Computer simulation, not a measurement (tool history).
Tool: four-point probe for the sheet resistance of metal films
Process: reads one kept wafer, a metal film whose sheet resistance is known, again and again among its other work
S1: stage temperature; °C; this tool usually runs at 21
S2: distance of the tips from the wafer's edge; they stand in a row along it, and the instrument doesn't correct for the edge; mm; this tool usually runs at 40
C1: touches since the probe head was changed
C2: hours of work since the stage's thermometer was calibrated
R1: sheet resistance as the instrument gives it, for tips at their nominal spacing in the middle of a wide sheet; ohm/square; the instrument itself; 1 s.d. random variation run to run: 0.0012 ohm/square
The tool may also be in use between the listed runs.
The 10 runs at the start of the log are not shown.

run 11 day=16.504 | S1=24 S2=40 | C1=18190 C2=1080 | R1=6.137672
run 12 day=18.967 | S1=24 S2=40 | C1=20041 C2=1110 | R1=6.136254
run 13 day=21.296 | S1=21 S2=40 | C1=21789 C2=1139 | R1=6.141694
run 14 day=23.250 | S1=21 S2=54 | C1=23256 C2=1163 | R1=6.139035
run 15 day=25.458 | S1=21 S2=54 | C1=24914 C2=1190 | R1=6.141502
run 16 day=27.212 | S1=21 S2=54 | C1=26231 C2=1211 | R1=6.141479
run 17 day=28.617 | S1=21 S2=54 | C1=27285 C2=1229 | R1=6.139810
run 18 day=29.750 | S1=31 S2=3 | C1=28136 C2=1243 | R1=6.468344
run 19 day=31.258 | S1=31 S2=3 | C1=29268 C2=1261 | R1=6.469821
run 20 day=32.829 | S1=21 S2=36 | C1=30448 C2=1280 | R1=6.139837
run 21 day=34.758 | S1=20 S2=36 | C1=31898 C2=1304 | R1=6.141640
run 22 day=37.171 | S1=20 S2=36 | C1=33708 C2=1334 | R1=6.141099
run 23 day=39.733 | S1=25 S2=51 | C1=35631 C2=1365 | R1=6.133822
run 24 day=41.542 | S1=24 S2=51 | C1=36991 C2=1388 | R1=6.137824
run 25 day=44.071 | S1=24 S2=51 | C1=38889 C2=1419 | R1=6.138025
run 26 day=45.579 | S1=19 S2=5 | C1=40021 C2=1437 | R1=6.271521
run 27 day=46.775 | S1=22 S2=33 | C1=40920 C2=1452 | R1=6.140116
run 28 day=48.246 | S1=24 S2=13 | C1=42023 C2=1470 | R1=6.153237
run 29 day=50.908 | S1=29 S2=29 | C1=44020 C2=1503 | R1=6.131353
run 30 day=52.025 | S1=29 S2=29 | C1=44859 C2=1517 | R1=6.129398
-- day=53.588 stage's thermometer calibrated
run 31 day=54.212 | S1=27 S2=19 | C1=46487 C2=8 | R1=6.140109
run 32 day=56.271 | S1=27 S2=72 | C1=48033 C2=33 | R1=6.131017
run 33 day=57.442 | S1=20 S2=74 | C1=48912 C2=47 | R1=6.140538

Alternative continuations, all from the tool just after run 33; predict every row:
run A day=59.958 | S1=26 S2=50 | C1=50799 C2=78 | R1=?
run B day=59.958 | S1=19 S2=20 | C1=50799 C2=78 | R1=?
run C day=59.958 | S1=25 S2=5 | C1=50799 C2=78 | R1=?

run=A R1=6.133107
run=B R1=6.148957
run=C R1=6.263352
Without the tool's unlogged condition, the same runs would have read:
run=A R1=6.133240
run=B R1=6.149091
run=C R1=6.263489
